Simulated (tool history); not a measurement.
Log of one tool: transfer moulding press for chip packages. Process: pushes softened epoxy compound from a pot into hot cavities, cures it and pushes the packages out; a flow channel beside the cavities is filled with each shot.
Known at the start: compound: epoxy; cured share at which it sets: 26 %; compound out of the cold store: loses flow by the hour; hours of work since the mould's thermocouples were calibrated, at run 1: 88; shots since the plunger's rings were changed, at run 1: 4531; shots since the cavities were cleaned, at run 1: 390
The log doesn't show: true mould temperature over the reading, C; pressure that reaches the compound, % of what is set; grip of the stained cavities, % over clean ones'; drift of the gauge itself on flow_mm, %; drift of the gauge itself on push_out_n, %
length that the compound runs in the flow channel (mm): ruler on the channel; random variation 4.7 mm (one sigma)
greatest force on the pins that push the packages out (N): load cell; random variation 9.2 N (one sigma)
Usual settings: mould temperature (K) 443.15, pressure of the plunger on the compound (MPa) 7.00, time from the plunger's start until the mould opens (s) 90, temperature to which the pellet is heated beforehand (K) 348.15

| run | hour | mould temperature (K) | pressure of the plunger on the compound (MPa) | time from the plunger's start until the mould opens (s) | temperature to which the pellet is heated beforehand (K) | hours of work since the mould's thermocouples were calibrated | shots since the plunger's rings were changed | shots since the cavities were cleaned | incoming compound's hours out of the cold store | length that the compound runs in the flow channel (mm) | greatest force on the pins that push the packages out (N) |
|---|---|---|---|---|---|---|---|---|---|---|---|
| 1 | 0.0 | 443.15 | 7.00 | 90 | 348.15 | 88 | 4531 | 390 | 24.2 | 651 | 419 |
|  | 21.8 | cavities cleaned with cleaning compound and waxed |
| 2 | 30.0 | 443.15 | 7.00 | 106 | 348.15 | 105 | 4854 | 94 | 44.5 | 562 | 350 |
|  | 81.1 | cavities cleaned with cleaning compound and waxed |
| 3 | 90.9 | 443.15 | 7.00 | 106 | 348.15 | 141 | 5527 | 112 | 41.8 | 580 | 355 |
|  | 119.5 | plunger's sealing rings changed |
|  | 139.5 | cavities cleaned with cleaning compound and waxed |
| 4 | 152.9 | 443.15 | 7.04 | 90 | 348.15 | 177 | 362 | 152 | 20.3 | 661 | 428 |
| 5 | 181.3 | 443.15 | 7.00 | 90 | 348.15 | 194 | 683 | 473 | 30.1 | 619 | 412 |
|  | 198.3 | cavities cleaned with cleaning compound and waxed |
| 6 | 227.3 | 443.15 | 7.00 | 90 | 348.15 | 222 | 1186 | 328 | 23.5 | 649 | 418 |
|  | 256.3 | cavities cleaned with cleaning compound and waxed |
| 7 | 256.6 | 443.15 | 7.00 | 90 | 348.15 | 239 | 1501 | 3 | 11.0 | 706 | 445 |
| 8 | 299.0 | 443.15 | 7.00 | 90 | 348.15 | 265 | 1981 | 483 | 20.5 | 658 | 429 |
|  | 313.4 | cavities cleaned with cleaning compound and waxed |
| 9 | 355.7 | 440.15 | 7.00 | 90 | 348.15 | 299 | 2607 | 479 | 29.6 | 634 | 506 |
|  | 373.8 | cavities cleaned with cleaning compound and waxed |
| 10 | 402.7 | 443.15 | 7.00 | 90 | 341.15 | 326 | 3122 | 327 | 25.9 | 641 | 421 |
|  | 432.1 | cavities cleaned with cleaning compound and waxed |
| 11 | 439.6 | 443.15 | 7.00 | 90 | 341.15 | 348 | 3524 | 85 | 47.0 | 566 | 427 |
| 12 | 473.3 | 443.15 | 7.00 | 90 | 341.15 | 369 | 3905 | 466 | 36.4 | 595 | 414 |
|  | 488.6 | cavities cleaned with cleaning compound and waxed |
| 13 | 517.1 | 443.15 | 7.00 | 90 | 341.15 | 395 | 4384 | 323 | 26.3 | 641 | 428 |
|  | 547.0 | cavities cleaned with cleaning compound and waxed |
| 14 | 572.8 | 443.15 | 7.00 | 90 | 341.15 | 428 | 4998 | 292 | 16.4 | 680 | 434 |
|  | 579.9 | mould's thermocouples calibrated |
|  | 606.6 | cavities cleaned with cleaning compound and waxed |
| 15 | 615.9 | 443.15 | 7.00 | 90 | 341.15 | 21 | 5446 | 105 | 18.4 | 673 | 462 |
| 16 | 641.1 | 443.15 | 8.18 | 90 | 348.15 | 37 | 5732 | 391 | 29.4 | 667 | 417 |
|  | 648.9 | plunger's sealing rings changed |
|  | 664.9 | cavities cleaned with cleaning compound and waxed |
| 17 | 707.1 | 440.15 | 7.00 | 102 | 341.15 | 75 | 641 | 477 | 36.4 | 598 | 401 |
|  | 721.0 | cavities cleaned with cleaning compound and waxed |
| 18 | 736.5 | 440.15 | 7.00 | 102 | 341.15 | 92 | 958 | 176 | 13.9 | 691 | 433 |
|  | 777.5 | cavities cleaned with cleaning compound and waxed |
| 19 | 797.8 | 440.15 | 7.00 | 102 | 341.15 | 128 | 1635 | 229 | 44.8 | 574 | 401 |
| 20 | 823.8 | 443.15 | 7.69 | 90 | 348.15 | 144 | 1930 | 524 | 37.9 | 627 | 411 |
|  | 837.4 | cavities cleaned with cleaning compound and waxed |
| 21 | 873.6 | 441.15 | 5.60 | 77 | 344.15 | 174 | 2476 | 409 | 43.5 | 511 | 679 |
|  | 895.5 | cavities cleaned with cleaning compound and waxed |
| 22 | 932.2 | 440.15 | 5.60 | 77 | 347.15 | 209 | 3124 | 416 | 22.1 | 593 | 766 |
|  | 952.2 | cavities cleaned with cleaning compound and waxed |
| 23 | 991.5 | 440.15 | 5.60 | 77 | 347.15 | 244 | 3778 | 445 | 43.9 | 518 | 695 |
|  | 1010.8 | cavities cleaned with cleaning compound and waxed |
| 24 | 1056.0 | 441.15 | 6.12 | 111 | 356.15 | 283 | 4492 | 512 | 44.3 | 540 | 360 |
|  | 1067.8 | cavities cleaned with cleaning compound and waxed |
| 25 | 1083.2 | 442.15 | 5.45 | 120 | 346.15 | 299 | 4783 | 175 | 29.2 | 553 | 353 |
| 26 | 1121.6 | 443.15 | 8.76 | 90 | 340.15 | 322 | 5218 | 610 | 40.9 | 653 | 418 |
|  | 1127.1 | cavities cleaned with cleaning compound and waxed |
| 27 | 1156.0 | 445.15 | 5.45 | 79 | 340.15 | 343 | 5591 | 329 | 35.5 | 527 | 497 |

Forecast each of these 3 alternatives for the next run:
|  | 1178.7 | plunger's sealing rings changed |
|  | 1185.3 | cavities cleaned with cleaning compound and waxed |
| A | 1200.1 | 448.15 | 7.00 | 128 | 348.15 | 367 | 225 | 168 | 22.5 | ? | ? |
|  | 1178.7 | plunger's sealing rings changed |
|  | 1185.3 | cavities cleaned with cleaning compound and waxed |
| B | 1200.1 | 445.15 | 5.45 | 79 | 357.15 | 367 | 225 | 168 | 15.1 | ? | ? |
|  | 1178.7 | plunger's sealing rings changed |
|  | 1185.3 | cavities cleaned with cleaning compound and waxed |
| C | 1200.1 | 436.15 | 8.76 | 76 | 340.15 | 367 | 225 | 168 | 11.1 | ? | ? |

| run | length that the compound runs in the flow channel (mm) | greatest force on the pins that push the packages out (N) |
|---|---|---|
| A | 643 | 332 |
| B | 595 | 482 |
| C | 810 | 1166 |
Without the tool's hidden state the same runs would have given:
| run | length that the compound runs in the flow channel (mm) | greatest force on the pins that push the packages out (N) |
|---|---|---|
| A | 643 | 330 |
| B | 595 | 480 |
| C | 810 | 1161 |
